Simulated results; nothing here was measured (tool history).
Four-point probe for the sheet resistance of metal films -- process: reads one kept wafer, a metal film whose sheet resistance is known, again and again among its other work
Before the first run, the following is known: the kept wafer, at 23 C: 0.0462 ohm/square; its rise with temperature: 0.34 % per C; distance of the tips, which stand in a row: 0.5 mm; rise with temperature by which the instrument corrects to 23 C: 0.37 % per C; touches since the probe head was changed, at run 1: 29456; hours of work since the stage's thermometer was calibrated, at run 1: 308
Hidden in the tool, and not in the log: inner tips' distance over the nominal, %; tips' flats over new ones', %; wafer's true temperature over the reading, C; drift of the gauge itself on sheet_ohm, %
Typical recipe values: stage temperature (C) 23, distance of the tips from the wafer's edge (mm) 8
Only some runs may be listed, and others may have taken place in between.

run,hour,stage temperature (C),distance of the tips from the wafer's edge (mm),touches since the probe head was changed,hours of work since the stage's thermometer was calibrated,sheet resistance as the instrument gives it (ohm/square)
1,0.0,23,8,29456,308,0.046509
2,103.1,23,23,34526,372,0.046423
3,172.0,23,17,37914,415,0.046456
4,292.1,23,17,43822,490,0.046455
5,347.4,28,17,46541,525,0.046380
6,431.1,23,43,50658,577,0.046432
7,524.9,23,43,55274,636,0.046444
8,642.3,20,8,61044,709,0.046600
9,719.4,20,8,64836,757,0.046601
10,772.7,20,8,67457,790,0.046601
11,857.4,20,8,71627,843,0.046604
12,948.6,20,8,76110,900,0.046617
13,1036.3,20,8,80424,955,0.046604
14,1092.6,20,8,83193,990,0.046599
15,1169.4,20,8,86969,1038,0.046624
16,1230.6,20,8,89981,1077,0.046620
17,1293.7,23,7,93083,1116,0.046609
18,1344.4,23,7,95578,1148,0.046629
19,1404.7,23,8,98542,1185,0.046580
20,1471.7,23,8,101837,1227,0.046591
21,1557.8,23,8,106073,1281,0.046604
22,1633.0,23,8,109769,1328,0.046581
23,1698.8,23,8,113006,1369,0.046596
24,1818.3,23,9,118884,1444,0.046583
25,1897.8,34,8,122794,1493,0.046481
26,1983.0,31,21,126983,1547,0.046454
27,2049.0,31,21,130233,1588,0.046443
28,2136.8,31,21,134550,1643,0.046427
29,2193.2,22,46,137322,1678,0.046584
30,2244.5,33,11,139846,1710,0.046438
31,2354.0,33,11,145234,1779,0.046462
32,2444.0,33,13,149659,1835,0.046465
33,2517.1,23,9,153255,1880,0.046612
34,2590.8,23,17,156880,1927,0.046582
35,2677.3,28,6,161131,1981,0.046665
36,2743.1,28,6,164370,2022,0.046658
37,2818.3,28,6,168069,2069,0.046698
38,2912.8,31,10,172716,2128,0.046524
39,3024.9,31,10,178227,2198,0.046522
40,3099.2,22,38,181880,2244,0.046612
41,3156.8,19,4,184717,2280,0.047044
42,3268.2,19,4,190195,2350,0.047058
43,3366.1,19,4,195011,2411,0.047045
44,3439.4,33,53,198616,2457,0.046490
45,3503.4,19,68,201761,2497,0.046679

Consider 4 possible next runs. They are alternatives, not a sequence: every one starts from the tool as it was left by run 45. What does each give?
A,3560.4,23,68,204564,2532,?
B,3560.4,29,9,204564,2532,?
C,3560.4,22,52,204564,2532,?
D,3560.4,30,8,204564,2532,?

run,sheet resistance as the instrument gives it (ohm/square)
A,0.046609
B,0.046615
C,0.046650
D,0.046610
Without the tool's hidden state the same runs would have given:
run,sheet resistance as the instrument gives it (ohm/square)
A,0.046196
B,0.046201
C,0.046238
D,0.046195
